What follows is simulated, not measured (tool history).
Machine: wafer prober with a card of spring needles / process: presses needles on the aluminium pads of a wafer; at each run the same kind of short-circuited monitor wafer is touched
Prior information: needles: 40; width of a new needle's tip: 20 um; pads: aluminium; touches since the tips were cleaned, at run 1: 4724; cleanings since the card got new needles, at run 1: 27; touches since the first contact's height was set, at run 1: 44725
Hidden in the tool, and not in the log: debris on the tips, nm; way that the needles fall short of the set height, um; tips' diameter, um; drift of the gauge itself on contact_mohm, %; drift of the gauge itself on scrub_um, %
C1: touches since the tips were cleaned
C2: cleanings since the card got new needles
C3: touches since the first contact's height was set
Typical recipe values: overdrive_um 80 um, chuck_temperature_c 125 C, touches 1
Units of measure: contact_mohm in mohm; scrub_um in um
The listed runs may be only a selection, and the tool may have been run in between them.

run 1 hour=0 | overdrive_um=80 chuck_temperature_c=125 touches=1 | C1=4724 C2=27 C3=44725 | contact_mohm=365 scrub_um=13.29
-- hour=2.3 tips cleaned on abrasive film
-- hour=11.1 tips cleaned on abrasive film
-- hour=21.4 tips cleaned on abrasive film
-- hour=30.8 tips cleaned on abrasive film
run 2 hour=30.8 | overdrive_um=80 chuck_temperature_c=125 touches=1 | C1=0 C2=31 C3=65416 | contact_mohm=288 scrub_um=13.23
-- hour=39.9 tips cleaned on abrasive film
-- hour=42 height of the first contact set anew
-- hour=49.6 tips cleaned on abrasive film
-- hour=59.1 tips cleaned on abrasive film
run 3 hour=60.2 | overdrive_um=80 chuck_temperature_c=125 touches=2 | C1=748 C2=34 C3=12253 | contact_mohm=291 scrub_um=13.42
-- hour=69 tips cleaned on abrasive film
run 4 hour=75.6 | overdrive_um=80 chuck_temperature_c=125 touches=1 | C1=4479 C2=35 C3=22657 | contact_mohm=363 scrub_um=13.39
-- hour=79.2 tips cleaned on abrasive film
-- hour=89.6 tips cleaned on abrasive film
run 5 hour=97.7 | overdrive_um=80 chuck_temperature_c=71 touches=1 | C1=5497 C2=37 C3=37560 | contact_mohm=363 scrub_um=13.33
-- hour=99.3 tips cleaned on abrasive film
-- hour=110.3 tips cleaned on abrasive film
run 6 hour=112.4 | overdrive_um=80 chuck_temperature_c=71 touches=1 | C1=1444 C2=39 C3=47455 | contact_mohm=319 scrub_um=13.36
-- hour=120.6 tips cleaned on abrasive film
-- hour=130.2 tips cleaned on abrasive film
run 7 hour=138.3 | overdrive_um=80 chuck_temperature_c=125 touches=1 | C1=5522 C2=41 C3=64977 | contact_mohm=373 scrub_um=13.28
-- hour=140.3 tips cleaned on abrasive film
-- hour=149.8 tips cleaned on abrasive film
-- hour=150.1 height of the first contact set anew
run 8 hour=155.5 | overdrive_um=77 chuck_temperature_c=125 touches=1 | C1=3649 C2=43 C3=3649 | contact_mohm=374 scrub_um=13
-- hour=161 tips cleaned on abrasive film
-- hour=169.8 tips cleaned on abrasive film
run 9 hour=177.7 | overdrive_um=77 chuck_temperature_c=125 touches=1 | C1=5399 C2=45 C3=18670 | contact_mohm=379 scrub_um=12.87
-- hour=179.9 tips cleaned on abrasive film
-- hour=189.7 tips cleaned on abrasive film
run 10 hour=194.8 | overdrive_um=80 chuck_temperature_c=125 touches=2 | C1=3456 C2=47 C3=30164 | contact_mohm=327 scrub_um=13.36
-- hour=198.5 tips cleaned on abrasive film
-- hour=207.6 tips cleaned on abrasive film
-- hour=218.2 tips cleaned on abrasive film
run 11 hour=223.3 | overdrive_um=80 chuck_temperature_c=125 touches=1 | C1=3464 C2=50 C3=49385 | contact_mohm=361 scrub_um=13.36
-- hour=227.4 tips cleaned on abrasive film
-- hour=236.8 tips cleaned on abrasive film
run 12 hour=236.8 | overdrive_um=80 chuck_temperature_c=125 touches=1 | C1=0 C2=52 C3=58464 | contact_mohm=289 scrub_um=13.3
-- hour=246.7 tips cleaned on abrasive film
run 13 hour=253.6 | overdrive_um=80 chuck_temperature_c=125 touches=1 | C1=4702 C2=53 C3=69803 | contact_mohm=373 scrub_um=13.31
-- hour=255.9 tips cleaned on abrasive film
-- hour=258.3 height of the first contact set anew
-- hour=266.5 tips cleaned on abrasive film
-- hour=275.7 tips cleaned on abrasive film
run 14 hour=277.4 | overdrive_um=80 chuck_temperature_c=125 touches=1 | C1=1167 C2=56 C3=12939 | contact_mohm=321 scrub_um=13.39
-- hour=284.9 tips cleaned on abrasive film
-- hour=294.8 tips cleaned on abrasive film
run 15 hour=303.1 | overdrive_um=75 chuck_temperature_c=109 touches=1 | C1=5616 C2=58 C3=30254 | contact_mohm=385 scrub_um=12.53
-- hour=305.3 tips cleaned on abrasive film
-- hour=316 tips cleaned on abrasive film
-- hour=326.5 tips cleaned on abrasive film
run 16 hour=334.5 | overdrive_um=66 chuck_temperature_c=109 touches=1 | C1=5479 C2=61 C3=51487 | contact_mohm=411 scrub_um=10.94
-- hour=336.8 tips cleaned on abrasive film
-- hour=346.1 tips cleaned on abrasive film
run 17 hour=351.9 | overdrive_um=86 chuck_temperature_c=102 touches=2 | C1=3972 C2=63 C3=63167 | contact_mohm=321 scrub_um=14.28
-- hour=356 tips cleaned on abrasive film
-- hour=366.4 tips cleaned on abrasive film
-- hour=366.7 height of the first contact set anew
run 18 hour=366.8 | overdrive_um=80 chuck_temperature_c=95 touches=1 | C1=61 C2=65 C3=61 | contact_mohm=280 scrub_um=13.45
-- hour=375.6 tips cleaned on abrasive film
-- hour=385.5 tips cleaned on abrasive film
run 19 hour=392.9 | overdrive_um=80 chuck_temperature_c=95 touches=1 | C1=4996 C2=67 C3=17656 | contact_mohm=372 scrub_um=13.41
-- hour=394.4 tips cleaned on abrasive film
-- hour=405.2 tips cleaned on abrasive film
-- hour=415.8 tips cleaned on abrasive film
run 20 hour=421.2 | overdrive_um=80 chuck_temperature_c=95 touches=1 | C1=3676 C2=70 C3=36777 | contact_mohm=365 scrub_um=13.34
-- hour=424.7 tips cleaned on abrasive film
-- hour=433.5 tips cleaned on abrasive film
run 21 hour=437.1 | overdrive_um=91 chuck_temperature_c=46 touches=1 | C1=2449 C2=72 C3=47464 | contact_mohm=330 scrub_um=15.19
-- hour=442.5 tips cleaned on abrasive film
-- hour=452.8 tips cleaned on abrasive film
-- hour=462.2 tips cleaned on abrasive film
run 22 hour=468.6 | overdrive_um=91 chuck_temperature_c=46 touches=1 | C1=4348 C2=75 C3=68697 | contact_mohm=346 scrub_um=15.12
-- hour=472.1 tips cleaned on abrasive film
-- hour=475.4 height of the first contact set anew
-- hour=482.4 tips cleaned on abrasive film
run 23 hour=482.5 | overdrive_um=91 chuck_temperature_c=46 touches=1 | C1=39 C2=77 C3=4724 | contact_mohm=270 scrub_um=15.26
-- hour=492.3 tips cleaned on abrasive film
-- hour=503 tips cleaned on abrasive film
-- hour=513.5 tips cleaned on abrasive film
run 24 hour=515.2 | overdrive_um=79 chuck_temperature_c=46 touches=2 | C1=1125 C2=80 C3=26780 | contact_mohm=296 scrub_um=13.2
-- hour=523.1 tips cleaned on abrasive film
-- hour=532.7 tips cleaned on abrasive film
run 25 hour=539.7 | overdrive_um=71 chuck_temperature_c=38 touches=1 | C1=4781 C2=82 C3=43381 | contact_mohm=392 scrub_um=11.82
-- hour=542 tips cleaned on abrasive film
-- hour=552.1 tips cleaned on abrasive film
-- hour=561.9 tips cleaned on abrasive film
run 26 hour=569.5 | overdrive_um=71 chuck_temperature_c=38 touches=1 | C1=5172 C2=85 C3=63429 | contact_mohm=400 scrub_um=11.78
-- hour=571.7 tips cleaned on abrasive film
-- hour=582.3 tips cleaned on abrasive film
-- hour=582.6 height of the first contact set anew
-- hour=591.7 tips cleaned on abrasive film
run 27 hour=592 | overdrive_um=71 chuck_temperature_c=38 touches=1 | C1=152 C2=88 C3=6278 | contact_mohm=284 scrub_um=11.9
-- hour=602.3 tips cleaned on abrasive film
-- hour=612.5 tips cleaned on abrasive film
run 28 hour=617.9 | overdrive_um=71 chuck_temperature_c=69 touches=1 | C1=3652 C2=90 C3=23813 | contact_mohm=385 scrub_um=11.9

How would selected steps in contact_mohm from run to run divide? Give the signed amount a tool lacking its hidden state would still show from settings, what came in and random variation, and the signed amount left for the hidden state, including any gauge scatter that is not in both of the compared results.
Run 24 -> 25: overdrive_um 79 -> 71, chuck_temperature_c 46 -> 38, touches 2 -> 1, tips cleaned on abrasive film, tips cleaned on abrasive film. contact_mohm +96 mohm: hidden state +102, all else -6.
Run 26 -> 27: tips cleaned on abrasive film, tips cleaned on abrasive film, height of the first contact set anew, tips cleaned on abrasive film. contact_mohm -116 mohm: hidden state -118, all else +2.
Run 27 -> 28: chuck_temperature_c 38 -> 69, tips cleaned on abrasive film, tips cleaned on abrasive film. contact_mohm +101 mohm: hidden state +99, all else +2.
